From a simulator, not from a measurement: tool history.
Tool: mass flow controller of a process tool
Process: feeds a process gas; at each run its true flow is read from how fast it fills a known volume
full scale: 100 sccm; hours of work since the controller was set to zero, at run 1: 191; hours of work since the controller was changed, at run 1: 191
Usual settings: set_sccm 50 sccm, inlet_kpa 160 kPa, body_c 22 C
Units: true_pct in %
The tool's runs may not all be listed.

run    hour  set_sccm  inlet_kpa  body_c  hours of work since the controller was set to zero  hours of work since the controller was changed  true_pct
  1       0        50        160      22                                                 191                                             191     99.54
  2    41.7        50        160      22                                                 205                                             205     99.42
  3   108.9        50        160      22                                                 226                                             226     99.51
  4   173.2        50        160      22                                                 246                                             246     99.51
  5     246        50        160      22                                                 269                                             269      99.4
  6   325.9        50        160      22                                                 294                                             294     99.45
  7   377.7        50        160      22                                                 311                                             311     99.53
  8     422        50        160      22                                                 325                                             325      99.4
  9   460.6        50        160      22                                                 337                                             337     99.56
 10   507.2        50        160      35                                                 352                                             352      98.2
 11     564        50        160      35                                                 370                                             370     98.09
 12   639.5        50        160      35                                                 393                                             393     98.12
 13   693.4        19        160      22                                                 410                                             410     99.22
 14   739.2        19        160      22                                                 425                                             425     99.23
 15   796.9        19        160      22                                                 443                                             443      99.2
 16   871.8        51        160      22                                                 467                                             467     99.58
 17   953.8        51        160      22                                                 493                                             493     99.57
 18   998.6        50        160      21                                                 507                                             507      99.7
 19  1055.1        50        160      22                                                 525                                             525     99.61
 20  1103.2        50        160      22                                                 540                                             540     99.63
 21  1187.8        50        160      22                                                 567                                             567      99.5
 22  1236.8        50        160      22                                                 582                                             582     99.49
 23  1321.2        50        160      22                                                 609                                             609     99.64
 24    1399        50        151      22                                                 633                                             633     99.47
 25  1472.7        50        151      22                                                 657                                             657     99.62
 26  1541.2        50        178      30                                                 678                                             678     98.92
 27  1580.9        50        178      30                                                 691                                             691     98.88
 28  1625.2        50        178      30                                                 705                                             705     98.83
 29  1674.1        50        178      30                                                 720                                             720     98.87
 30  1727.9        41        160      22                                                 737                                             737     99.56
 31  1790.2        71        189      39                                                 757                                             757     98.32
 32  1841.5        52        238      32                                                 773                                             773     98.95
 33  1904.6        50        160      34                                                 793                                             793     98.36
 34  1954.2        50        160      34                                                 809                                             809     98.32
 35  1990.3        50        211      30                                                 820                                             820     99.13
 36    2056        11        160      36                                                 841                                             841     98.24
 37  2124.4        11        160      36                                                 863                                             863     98.02
 38  2196.4        95        243      34                                                 885                                             885     99.54
 39  2239.8        95        243      34                                                 899                                             899     99.66
 40  2286.3        50        211      30                                                 914                                             914     99.22
 41  2353.5        31        172      37                                                 935                                             935     97.92
 42  2433.9        52        247      37                                                 960                                             960     98.75
 43  2486.8        52        247      37                                                 977                                             977      98.8
 44  2542.4        50        151      22                                                 995                                             995     99.69
 45  2610.9        50        151      22                                                1016                                            1016     99.77
 46  2672.2        75        174      25                                                1036                                            1036    100.04
 47  2709.5        12        255      23                                                1047                                            1047    100.07
 48  2781.1        23        175      29                                                1070                                            1070     98.97
 49  2818.8        23        159      22                                                1082                                            1082     99.41

Some steps in true_pct between neighbouring runs. How much of each would the tool show without its hidden state too (settings, what came in, random variation), and how much is left for the hidden state, with any gauge scatter that isn't in both results?
The hidden state here: flow at rest that the sensor doesn't see, % of full scale; true flow over the shown one, %; drift of the gauge itself on true_pct, %.
Run 9 -> 10: body_c 22 -> 35. true_pct -1.36 %: hidden state +0.01, all else -1.37.
Run 35 -> 36: set_sccm 50 -> 11, inlet_kpa 211 -> 160, body_c 30 -> 36. true_pct -0.89 %: hidden state +0.66, all else -1.55.
Run 37 -> 38: set_sccm 11 -> 95, inlet_kpa 160 -> 243, body_c 36 -> 34. true_pct +1.52 %: hidden state -0.74, all else +2.26.
Run 40 -> 41: set_sccm 50 -> 31, inlet_kpa 211 -> 172, body_c 30 -> 37. true_pct -1.3 %: hidden state +0.13, all else -1.43.
Run 46 -> 47: set_sccm 75 -> 12, inlet_kpa 174 -> 255, body_c 25 -> 23. true_pct +0.03 %: hidden state +0.73, all else -0.7.

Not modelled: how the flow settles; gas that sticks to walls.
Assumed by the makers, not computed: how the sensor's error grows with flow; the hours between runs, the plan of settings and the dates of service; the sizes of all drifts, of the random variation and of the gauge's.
